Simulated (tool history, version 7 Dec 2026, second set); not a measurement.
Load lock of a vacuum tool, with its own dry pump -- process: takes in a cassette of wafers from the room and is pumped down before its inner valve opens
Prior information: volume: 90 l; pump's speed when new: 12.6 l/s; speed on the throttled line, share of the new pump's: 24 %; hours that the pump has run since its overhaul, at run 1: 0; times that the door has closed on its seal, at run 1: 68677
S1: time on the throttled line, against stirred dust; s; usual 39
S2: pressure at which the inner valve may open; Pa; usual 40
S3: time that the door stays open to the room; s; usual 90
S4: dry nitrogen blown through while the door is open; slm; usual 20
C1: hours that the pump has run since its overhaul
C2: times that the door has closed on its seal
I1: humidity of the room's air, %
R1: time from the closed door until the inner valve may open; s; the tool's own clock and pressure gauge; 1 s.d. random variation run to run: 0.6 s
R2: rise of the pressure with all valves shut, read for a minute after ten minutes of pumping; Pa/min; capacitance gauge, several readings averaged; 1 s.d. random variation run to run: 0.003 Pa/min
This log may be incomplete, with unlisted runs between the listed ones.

Run 1, day 0: usual settings; C1 0; C2 68677; I1 43.9. Result: R1 85.7 s, R2 0.449 Pa/min.
Run 2, day 10.758: usual settings; C1 258; C2 69956; I1 44.2. Result: R1 86.4 s, R2 0.464 Pa/min.
Run 3, day 28.812: usual settings but S4 11 slm; C1 691; C2 72103; I1 43.2. Result: R1 86.3 s, R2 0.481 Pa/min.
Run 4, day 44.671: usual settings but S3 70 s; C1 1072; C2 73989; I1 46. Result: R1 88 s, R2 0.494 Pa/min.
Run 5, day 54.633: usual settings but S3 98 s; C1 1311; C2 75174; I1 46.4. Result: R1 87.9 s, R2 0.513 Pa/min.
At day 61.454: door's seal changed, seat wiped.
Run 6, day 70.379: usual settings; C1 1688; C2 1062; I1 47.8. Result: R1 87.9 s, R2 0.021 Pa/min.
Run 7, day 81.233: usual settings; C1 1948; C2 2353; I1 43.3. Result: R1 87.7 s, R2 0.02 Pa/min.
Run 8, day 94.004: usual settings but S3 93 s; C1 2255; C2 3872; I1 41.7. Result: R1 88.3 s, R2 0.029 Pa/min.
Run 9, day 107.908: usual settings but S3 93 s; C1 2588; C2 5525; I1 45. Result: R1 88.7 s, R2 0.035 Pa/min.
Run 10, day 125.05: usual settings; C1 3000; C2 7563; I1 44.9. Result: R1 88.9 s, R2 0.037 Pa/min.
Run 11, day 141.942: usual settings; C1 3405; C2 9572; I1 45.7. Result: R1 89.8 s, R2 0.044 Pa/min.
Run 12, day 155.129: usual settings but S1 44 s; C1 3722; C2 11140; I1 44.1. Result: R1 93.7 s, R2 0.052 Pa/min.
Run 13, day 165.079: usual settings but S4 31 slm; C1 3960; C2 12324; I1 46. Result: R1 90.1 s, R2 0.052 Pa/min.
Run 14, day 174.975: usual settings; C1 4198; C2 13500; I1 46.4. Result: R1 91 s, R2 0.062 Pa/min.
Run 15, day 188.083: usual settings; C1 4513; C2 15059; I1 43.7. Result: R1 90.7 s, R2 0.063 Pa/min.
Run 16, day 195.888: usual settings but S2 47 Pa; C1 4700; C2 15987; I1 47.1. Result: R1 90.3 s, R2 0.072 Pa/min.
Run 17, day 210.862: usual settings but S2 64 Pa, S4 36 slm; C1 5059; C2 17768; I1 46.4. Result: R1 88.2 s, R2 0.068 Pa/min.
Run 18, day 227.154: usual settings but S2 64 Pa, S4 36 slm; C1 5450; C2 19705; I1 48.9. Result: R1 88.7 s, R2 0.078 Pa/min.
Run 19, day 241.242: usual settings but S1 26 s, S2 57 Pa, S3 51 s; C1 5788; C2 21380; I1 47.1. Result: R1 80.1 s, R2 0.084 Pa/min.
Run 20, day 254.279: usual settings but S1 34 s, S2 64 Pa; C1 6101; C2 22931; I1 43.6. Result: R1 86.7 s, R2 0.097 Pa/min.
Run 21, day 268.492: usual settings but S1 70 s, S2 37 Pa, S4 19 slm; C1 6442; C2 24621; I1 46.9. Result: R1 116.4 s, R2 0.102 Pa/min.
Run 22, day 276.388: usual settings but S1 70 s, S2 37 Pa, S4 19 slm; C1 6632; C2 25560; I1 45.1. Result: R1 116 s, R2 0.11 Pa/min.
Run 23, day 287.95: usual settings but S1 70 s, S2 37 Pa, S4 19 slm; C1 6909; C2 26935; I1 40. Result: R1 116.9 s, R2 0.116 Pa/min.
Run 24, day 295.496: usual settings but S1 46 s, S2 28 Pa, S3 33 s, S4 16 slm; C1 7090; C2 27832; I1 44.3. Result: R1 103.1 s, R2 0.111 Pa/min.
Run 25, day 303.512: usual settings but S1 46 s, S2 28 Pa, S3 33 s, S4 16 slm; C1 7283; C2 28786; I1 43.7. Result: R1 102.7 s, R2 0.125 Pa/min.
Run 26, day 315.317: usual settings but S1 46 s, S2 28 Pa, S3 33 s, S4 16 slm; C1 7566; C2 30189; I1 40.5. Result: R1 103.1 s, R2 0.122 Pa/min.
Run 27, day 331.862: usual settings but S1 21 s, S4 14 slm; C1 7963; C2 32157; I1 44.1. Result: R1 82.6 s, R2 0.147 Pa/min.
Run 28, day 339.538: usual settings but S1 61 s, S2 42 Pa, S4 14 slm; C1 8147; C2 33069; I1 44.6. Result: R1 110.4 s, R2 0.155 Pa/min.
Run 29, day 356.633: usual settings but S1 64 s, S2 29 Pa, S3 83 s, S4 14 slm; C1 8558; C2 35102; I1 47.2. Result: R1 117.6 s, R2 0.163 Pa/min.
Run 30, day 368.304: usual settings but S1 63 s, S2 29 Pa, S3 178 s, S4 14 slm; C1 8838; C2 36490; I1 44.6. Result: R1 115.6 s, R2 0.191 Pa/min.
Run 31, day 379.475: usual settings but S3 59 s, S4 18 slm; C1 9106; C2 37819; I1 44.4. Result: R1 97.3 s, R2 0.177 Pa/min.
Run 32, day 387.388: usual settings but S2 59 Pa, S3 99 s, S4 18 slm; C1 9296; C2 38760; I1 43.7. Result: R1 93 s, R2 0.185 Pa/min.

Forecast each of these 4 alternatives for the next run:
Run A, day 401.096: usual settings but S1 20 s, S2 43 Pa, S4 12 slm; C1 9625; C2 40390; I1 46.8. Result: R1 ?, R2 ?.
Run B, day 401.096: usual settings but S3 134 s, S4 7 slm; C1 9625; C2 40390; I1 42.8. Result: R1 ?, R2 ?.
Run C, day 401.096: usual settings but S1 72 s, S4 9 slm; C1 9625; C2 40390; I1 43.8. Result: R1 ?, R2 ?.
Run D, day 401.096: usual settings but S1 50 s, S2 59 Pa, S3 199 s, S4 18 slm; C1 9625; C2 40390; I1 45.8. Result: R1 ?, R2 ?.

run     R1     R2
  A   84.2  0.196
  B   98.8  0.207
  C  122.2  0.207
  D  101.8  0.215
What these runs would have given with no unlogged condition in the tool:
run     R1     R2
  A   70.8  0.021
  B   86.5  0.031
  C  111.8  0.028
  D     91  0.036

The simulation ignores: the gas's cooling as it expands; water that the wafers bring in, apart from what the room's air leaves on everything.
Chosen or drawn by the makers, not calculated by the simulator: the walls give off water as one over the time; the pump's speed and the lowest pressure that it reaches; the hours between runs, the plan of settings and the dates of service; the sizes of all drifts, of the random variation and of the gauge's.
